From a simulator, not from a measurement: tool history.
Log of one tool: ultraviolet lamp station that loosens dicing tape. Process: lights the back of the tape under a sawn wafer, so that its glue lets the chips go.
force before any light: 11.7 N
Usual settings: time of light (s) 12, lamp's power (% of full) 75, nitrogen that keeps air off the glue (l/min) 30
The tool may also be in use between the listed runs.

run,hour,time of light (s),lamp's power (% of full),nitrogen that keeps air off the glue (l/min),force that peels the tape off (N),light that reached the tape (J/m2)
1,0,12,75,30,1.308,1910
2,13.9,12,75,30,1.332,1880
3,21.2,12,67,30,1.66,1690
4,36,12,75,30,1.382,1880
5,50.8,12,75,30,1.426,1860
6,58.4,12,75,30,1.413,1890
7,68.7,12,77,30,1.326,1910
8,82.6,12,77,43,1.185,1900
# hour 83.8: window cleaned of glue's vapour
9,91.2,12,77,43,1.327,1800
10,101.5,12,77,43,1.345,1810
11,108.3,12,77,43,1.316,1830
12,121.5,12,80,30,1.44,1890
13,131.5,12,85,30,1.259,2000
# hour 139.2: window cleaned of glue's vapour, once more
14,143.3,12,77,23,1.318,2040
15,153.7,12,77,28,1.168,2030
16,164.2,12,77,28,1.2,2060
17,172.1,12,77,28,1.173,2000
18,186.1,12,77,28,1.209,2050
19,195.2,12,77,28,1.249,1990
20,201.7,12,60,13,2.54,1520
21,210.7,12,60,13,2.514,1550

5 ways to go on from here, each from the tool as it stands after run 21. What would each give?
A,221,18,60,13,?,?
B,221,12,75,40,?,?
C,221,12,70,26,?,?
D,221,6,66,27,?,?
E,221,7,86,10,?,?

run,force that peels the tape off (N),light that reached the tape (J/m2)
A,1.244,2290
B,1.147,1940
C,1.612,1820
D,4.397,860
E,3.502,1280
Without the tool's hidden state the same runs would have given:
run,force that peels the tape off (N),light that reached the tape (J/m2)
A,1.087,2440
B,1,2060
C,1.424,1940
D,4.127,920
E,3.24,1370
